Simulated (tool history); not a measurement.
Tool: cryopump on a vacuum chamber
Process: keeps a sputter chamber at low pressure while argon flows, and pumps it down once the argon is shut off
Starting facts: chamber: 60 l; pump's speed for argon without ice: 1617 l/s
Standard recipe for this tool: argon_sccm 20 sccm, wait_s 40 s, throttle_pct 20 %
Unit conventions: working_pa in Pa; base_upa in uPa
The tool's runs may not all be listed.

run	day	argon_sccm	wait_s	throttle_pct	working_pa	base_upa
1	0.000	20	40	20	0.1058	1.99
2	1.188	20	260	20	0.1058	1.49
3	2.500	20	260	20	0.1062	1.51
4	3.500	20	40	23	0.0919	2.07
5	4.471	20	40	23	0.0911	2.11
6	5.500	20	31	20	0.1048	2.28
7	7.017	20	31	20	0.1061	2.38
8	8.496	20	31	20	0.1051	2.42
9	9.204	20	31	20	0.1051	2.40
10	10.279	20	31	20	0.1058	2.45
11	11.133	12	40	20	0.0640	2.26
12	12.512	12	40	20	0.0630	2.29
13	13.579	12	40	20	0.0631	2.30
14	14.975	12	40	20	0.0642	2.37
15	16.408	12	40	20	0.0636	2.41
16	17.354	12	40	20	0.0644	2.40
17	18.533	22	40	20	0.1173	2.53
18	19.608	22	40	20	0.1175	2.40
19	20.838	39	40	28	0.1498	2.49
20	22.367	35	40	16	0.2333	2.52
21	23.538	35	40	16	0.2316	2.64
22	24.371	16	40	16	0.1075	2.58
23	25.500	16	40	16	0.1059	2.57
24	26.200	9	34	21	0.0462	2.71
25	27.400	20	100	19	0.1131	2.25
26	28.483	10	145	24	0.0453	2.19
27	29.592	10	145	24	0.0456	2.20
28	30.567	29	145	24	0.1316	2.34
29	31.588	38	210	20	0.2050	2.33
30	32.392	38	210	20	0.2051	2.30
31	33.204	38	141	27	0.1551	2.35
32	33.821	20	40	18	0.1199	2.86
33	34.650	20	47	35	0.0626	2.80
34	36.075	14	47	35	0.0441	2.74
35	37.467	13	67	16	0.0877	2.58

Alternative continuations, all from the tool just after run 35; predict every row:
A	38.675	20	40	51	?	?
B	38.675	8	126	17	?	?
C	38.675	18	68	26	?	?

run	working_pa	base_upa
A	0.0455	2.95
B	0.0510	2.52
C	0.0765	2.73
Take away the tool's hidden state, keep each run's random variation, and the runs would have read:
run	working_pa	base_upa
A	0.0412	0.83
B	0.0493	0.39
C	0.0727	0.57

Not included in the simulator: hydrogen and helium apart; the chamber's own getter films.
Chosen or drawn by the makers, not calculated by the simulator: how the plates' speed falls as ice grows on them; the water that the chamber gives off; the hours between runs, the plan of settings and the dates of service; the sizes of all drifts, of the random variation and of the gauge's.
